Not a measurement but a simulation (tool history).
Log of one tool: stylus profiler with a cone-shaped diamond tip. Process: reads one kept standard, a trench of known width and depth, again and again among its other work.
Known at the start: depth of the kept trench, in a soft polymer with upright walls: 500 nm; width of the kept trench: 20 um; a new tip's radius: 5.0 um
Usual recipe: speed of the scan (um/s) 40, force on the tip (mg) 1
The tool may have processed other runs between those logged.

| run | hour | speed of the scan (um/s) | force on the tip (mg) | depth of the trench (nm) | width of the trench's floor (nm) |
|---|---|---|---|---|---|
| 1 | 0 | 40 | 1 | 503.68 | 15120 |
| 2 | 20.6 | 40 | 1 | 503.76 | 15100 |
| 3 | 38.7 | 40 | 1 | 503.99 | 15090 |
| 4 | 52.2 | 40 | 1 | 503.98 | 15080 |
| 5 | 63 | 40 | 1 | 503.51 | 15130 |
| 6 | 76.8 | 40 | 1 | 503.88 | 15110 |
| 7 | 92.2 | 40 | 1 | 503.22 | 15080 |
| 8 | 106.1 | 40 | 1 | 503.63 | 15100 |
| 9 | 124.3 | 40 | 1 | 503.7 | 15060 |
| 10 | 147.2 | 40 | 1 | 503.78 | 15110 |
| 11 | 169.1 | 40 | 1 | 503.97 | 15070 |
| 12 | 182 | 40 | 0.53 | 502.92 | 14990 |
| 13 | 199.4 | 40 | 0.53 | 502.88 | 15000 |
| 14 | 208.8 | 40 | 0.53 | 502.94 | 14980 |
| 15 | 222.2 | 57 | 0.93 | 503.73 | 14940 |
| 16 | 238 | 22 | 0.83 | 503.68 | 15050 |
| 17 | 255 | 22 | 0.83 | 503.61 | 15100 |
| 18 | 269.7 | 22 | 0.83 | 503.59 | 15090 |
| 19 | 285.4 | 43 | 0.35 | 502.67 | 14920 |
|  | 287 | height scale calibrated on a step standard |
| 20 | 296.6 | 43 | 0.35 | 503.53 | 14860 |

Predict the results of run 21:
| 21 | 318.9 | 114 | 0.65 | ? | ? |

depth of the trench (nm): 504.03
width of the trench's floor (nm): 14610
Take away the tool's hidden state, keep the run-to-run variation as it was, and the same run would have given depth of the trench (nm) 501.84, width of the trench's floor (nm) 15120.
